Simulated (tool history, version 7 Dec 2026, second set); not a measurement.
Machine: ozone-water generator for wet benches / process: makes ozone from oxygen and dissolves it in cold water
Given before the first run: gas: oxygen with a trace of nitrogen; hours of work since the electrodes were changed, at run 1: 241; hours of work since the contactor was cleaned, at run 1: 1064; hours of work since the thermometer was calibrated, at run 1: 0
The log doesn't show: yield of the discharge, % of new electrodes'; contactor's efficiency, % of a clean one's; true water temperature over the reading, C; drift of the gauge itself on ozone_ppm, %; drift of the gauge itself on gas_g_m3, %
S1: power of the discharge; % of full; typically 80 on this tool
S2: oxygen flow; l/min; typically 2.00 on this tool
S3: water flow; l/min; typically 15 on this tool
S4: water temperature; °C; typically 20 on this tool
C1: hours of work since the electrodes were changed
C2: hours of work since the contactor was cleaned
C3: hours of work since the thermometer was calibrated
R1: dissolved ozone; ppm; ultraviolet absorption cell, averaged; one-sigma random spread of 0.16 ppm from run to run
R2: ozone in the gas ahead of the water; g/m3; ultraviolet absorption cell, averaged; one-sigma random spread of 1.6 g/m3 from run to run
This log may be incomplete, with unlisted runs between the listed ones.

run     day  S1    S2  S3  S4   C1    C2   C3    R1     R2
  1   0.000  80  2.00  15  20  241  1064    0  20.9  293.7
  2   1.346  80  2.00  15  20  268  1091   27  21.1  291.6
  3   3.421  80  2.00  15  20  310  1133   69  21.2  293.3
  4   5.004  80  2.00  15  20  342  1165  102  20.9  291.6
  5   6.304  80  2.00  15  14  369  1192  128  21.9  292.2
  6   8.567  80  2.00  15  14  414  1237  174  21.9  288.6
  7   9.762  80  2.00  15  14  439  1262  198  21.9  290.6
  8  10.954  80  2.00  15  14  463  1286  223  22.2  291.7
  9  12.067  80  1.22  15  14  486  1309  245  17.4  340.8
 10  13.800  80  1.22  15  14  521  1344  280  17.5  340.4
 11  14.904  80  2.28  15  14  543  1366  303  23.2  278.7
 12  16.742  56  2.28  15  15  581  1404  340  17.5  210.7
 13  18.454  63  2.06  13  24  615  1438  375  19.2  240.6
 14  20.104  71  2.00  15  20  649  1472  408  18.8  260.1

Forecast each of these 5 alternatives for the next run:
  A  21.258  80  2.95  13  23  672  1495  432   ?   ?
  B  21.258  90  2.80  15  27  672  1495  432   ?   ?
  C  21.258  80  1.26  15  17  672  1495  432   ?   ?
  D  21.258  55  2.03  15  20  672  1495  432   ?   ?
  E  21.258  71  2.00  15  14  672  1495  432   ?   ?

run    R1     R2
  A  25.5  256.5
  B  23.1  283.3
  C  17.6  331.6
  D  15.6  215.8
  E  20.0  262.8
With the hidden condition removed and each run's random variation left untouched, the same runs would have given:
run    R1     R2
  A  26.5  261.5
  B  24.1  289.3
  C  18.3  338.1
  D  16.2  219.0
  E  20.8  267.5

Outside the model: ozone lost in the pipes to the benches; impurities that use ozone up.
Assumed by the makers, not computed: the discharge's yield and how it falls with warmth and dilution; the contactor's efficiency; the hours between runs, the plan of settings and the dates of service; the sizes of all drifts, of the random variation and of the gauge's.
